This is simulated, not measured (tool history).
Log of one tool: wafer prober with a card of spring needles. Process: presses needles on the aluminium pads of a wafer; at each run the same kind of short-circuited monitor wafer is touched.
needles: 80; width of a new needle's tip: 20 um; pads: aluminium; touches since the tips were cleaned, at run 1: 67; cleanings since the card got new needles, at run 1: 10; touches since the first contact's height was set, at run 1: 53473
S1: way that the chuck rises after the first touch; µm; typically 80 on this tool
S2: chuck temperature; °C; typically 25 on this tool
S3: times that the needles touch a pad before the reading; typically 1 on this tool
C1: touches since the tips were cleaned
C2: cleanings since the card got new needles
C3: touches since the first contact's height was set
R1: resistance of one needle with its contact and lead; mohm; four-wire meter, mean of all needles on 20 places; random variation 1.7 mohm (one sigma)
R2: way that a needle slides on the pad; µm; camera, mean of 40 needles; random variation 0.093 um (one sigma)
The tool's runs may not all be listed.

run	hour	S1	S2	S3	C1	C2	C3	R1	R2
1	0.0	80	25	1	67	10	53473	176	21.93
# hour 22.7: tips cleaned on abrasive film
2	22.7	80	81	1	0	11	58117	186	21.92
# hour 46.7: tips cleaned on abrasive film
3	51.0	80	81	1	878	12	63906	189	21.91
# hour 70.7: tips cleaned on abrasive film
# hour 93.1: tips cleaned on abrasive film
4	93.1	80	81	1	0	14	72510	190	21.82
# hour 117.4: tips cleaned on abrasive film
5	135.5	68	25	1	3713	15	81199	178	18.48
# hour 139.2: tips cleaned on abrasive film
6	158.5	80	25	1	3964	16	85911	177	21.80
# hour 163.8: tips cleaned on abrasive film
# hour 185.7: tips cleaned on abrasive film
7	191.6	80	25	2	1196	18	92655	176	21.80
# hour 207.6: tips cleaned on abrasive film
# hour 232.2: tips cleaned on abrasive film
8	232.6	69	50	2	79	20	101033	185	18.74
# hour 256.1: tips cleaned on abrasive film
9	259.5	89	41	1	689	21	106544	178	24.04
# hour 279.4: tips cleaned on abrasive film
10	286.6	70	48	2	1482	22	112089	180	19.10
# hour 301.8: tips cleaned on abrasive film
11	305.8	70	48	2	826	23	116022	180	19.05
# hour 323.5: tips cleaned on abrasive film
12	340.4	63	76	1	3472	24	123100	191	17.09
# hour 347.0: tips cleaned on abrasive film
# hour 370.9: tips cleaned on abrasive film
13	372.3	80	34	3	278	26	129609	179	21.76

3 options for the next run, each taken on its own from the tool as it stands now. Forecast them:
A	392.4	61	25	1	4413	26	133744	?	?
B	392.4	76	104	1	4413	26	133744	?	?
C	392.4	70	59	1	4413	26	133744	?	?

run	R1	R2
A	182	16.50
B	196	20.58
C	189	18.83
What these runs would have given with no unlogged condition in the tool:
run	R1	R2
A	181	16.71
B	196	20.84
C	188	19.07
